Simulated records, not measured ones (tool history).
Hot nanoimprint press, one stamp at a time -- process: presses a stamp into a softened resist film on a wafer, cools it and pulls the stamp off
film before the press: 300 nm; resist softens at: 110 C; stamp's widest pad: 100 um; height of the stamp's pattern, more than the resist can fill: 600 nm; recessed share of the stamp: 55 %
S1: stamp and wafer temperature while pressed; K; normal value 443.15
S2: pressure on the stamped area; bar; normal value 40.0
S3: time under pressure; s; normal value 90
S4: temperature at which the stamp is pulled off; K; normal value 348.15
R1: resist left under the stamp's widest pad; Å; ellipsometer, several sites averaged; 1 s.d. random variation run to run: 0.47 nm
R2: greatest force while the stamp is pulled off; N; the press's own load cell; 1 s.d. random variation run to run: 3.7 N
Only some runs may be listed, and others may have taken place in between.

run	day	S1	S2	S3	S4	R1	R2
1	0.000	443.15	40.0	90	348.15	1660	199
2	2.554	443.15	30.3	90	348.15	1837	208
3	4.783	443.15	30.3	90	348.15	1831	209
4	6.504	443.15	30.3	90	348.15	1826	204
5	8.329	443.15	40.0	90	348.15	1661	204
# day 8.862: press's hydraulic seals changed and the load cell set to zero
6	10.538	443.15	40.0	90	348.15	1663	208
# day 10.883: plate thermocouple calibrated
7	12.658	443.15	40.0	90	348.15	1650	204
8	15.288	443.15	40.0	90	348.15	1664	199
# day 16.175: stamp cleaned and given a new release coat
9	17.846	443.15	40.0	169	348.15	1308	206
10	20.838	438.15	40.0	90	348.15	2054	206
11	22.442	438.15	40.0	90	348.15	2036	202
12	24.317	438.15	61.6	90	348.15	1785	211
13	26.475	443.15	40.0	90	348.15	1639	207
14	29.171	435.15	40.0	90	353.15	2273	184
15	31.642	454.15	40.0	90	340.15	948	226
# day 32.271: plate thermocouple calibrated
16	34.175	454.15	40.0	90	340.15	948	228
17	36.308	454.15	40.0	90	343.15	947	227
18	38.975	436.15	40.0	90	347.15	2188	211
# day 39.962: stamp cleaned and given a new release coat
19	41.062	436.15	40.0	90	347.15	2185	213
20	42.775	454.15	26.9	63	342.15	1306	225
21	44.338	454.15	26.9	63	342.15	1306	225
22	45.621	437.15	37.1	90	335.15	2146	250
23	48.083	437.15	37.1	90	335.15	2141	253
24	50.233	447.15	60.9	48	354.15	1434	185
25	51.712	440.15	53.5	172	342.15	1346	227
# day 51.967: gauge calibrated
# day 53.762: plate thermocouple calibrated
# day 54.533: press's hydraulic seals changed and the load cell set to zero
26	54.862	445.15	31.0	172	342.15	1313	227

Alternative continuations, all from the tool just after run 26; predict every row:
A	56.983	445.15	31.0	179	342.15	?	?
B	56.983	431.15	31.0	67	342.15	?	?
C	56.983	439.15	31.0	113	346.15	?	?

run	R1	R2
A	1291	224
B	2729	218
C	2000	206
The same runs, with their run-to-run variation unchanged, on a tool lacking any hidden condition would have given:
run	R1	R2
A	1293	223
B	2734	217
C	2003	205
